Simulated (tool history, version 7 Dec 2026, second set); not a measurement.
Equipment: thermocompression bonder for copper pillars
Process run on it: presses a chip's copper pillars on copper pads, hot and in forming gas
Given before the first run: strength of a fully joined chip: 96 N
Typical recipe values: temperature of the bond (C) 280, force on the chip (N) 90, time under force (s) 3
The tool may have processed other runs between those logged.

run	hour	temperature of the bond (C)	force on the chip (N)	time under force (s)	force that shears a chip off (N)
1	0	280	90	3	47.5
2	23.2	280	90	3	48.1
3	44.8	280	90	3	48
4	68.9	280	90	3	47.5
5	101.8	280	90	3	48.1
6	132.8	280	90	3	47.5
7	154.8	280	90	5	56.1
8	176.8	280	90	2	40.6
9	207.5	280	90	2	41.1
10	234.8	280	90	2	41.8
11	263.3	280	90	3	47.1
12	286.8	280	90	3	47
13	312.9	280	90	3	47.5
14	346.3	288	90	3	51.2
15	362.2	307	90	3	59.1
16	391.5	307	90	3	58.5
17	409.4	307	90	3	58.5
18	428.4	307	90	3	58.9
19	455.9	307	90	3	58.4
# hour 459.2: forming gas filter changed
20	490.9	280	102	2	47.4
21	509.3	304	90	3	59
22	533	280	112	5	66.3
23	567.6	291	124	5	74.9
24	589.6	291	124	5	75.1
25	608.8	291	124	5	74.3
26	629.3	303	83	6	66.9
27	644.9	298	112	6	76.9
28	672.1	309	67	6	61.4
29	691.1	309	57	6	55.3
30	708.2	273	70	5	44.5
31	734.1	273	70	5	44.8
32	754.5	293	65	5	50
33	771.2	293	65	5	50.1
34	786.1	293	65	5	50.6
# hour 794.4: heater calibrated with a thermocouple chip
35	806.9	303	82	2	41.6

Measured minus without-hidden-state, run by run (identical run-to-run variation in each term; gauge scatter may differ):
Hidden state at play: true temperature of the bond over the reading, C; force that reaches the chip, % of what is set; oxide that the forming gas leaves, % of the face; drift of the gauge itself on shear_n, %.
run	force that shears a chip off (N)
1	+3.6
2	+3.6
3	+3.6
4	+3.6
5	+3.6
6	+3.5
7	+3.7
8	+3.3
9	+3.3
10	+3.3
11	+3.5
12	+3.4
13	+3.5
14	+3.4
15	+3.1
16	+3
17	+2.9
18	+2.9
19	+2.8
20	+4.6
21	+4.6
22	+4.9
23	+4.3
24	+4.4
25	+4.2
26	+4.3
27	+3.9
28	+4.3
29	+4.2
30	+4.5
31	+4.6
32	+4.4
33	+4.3
34	+4.4
35	-2.1

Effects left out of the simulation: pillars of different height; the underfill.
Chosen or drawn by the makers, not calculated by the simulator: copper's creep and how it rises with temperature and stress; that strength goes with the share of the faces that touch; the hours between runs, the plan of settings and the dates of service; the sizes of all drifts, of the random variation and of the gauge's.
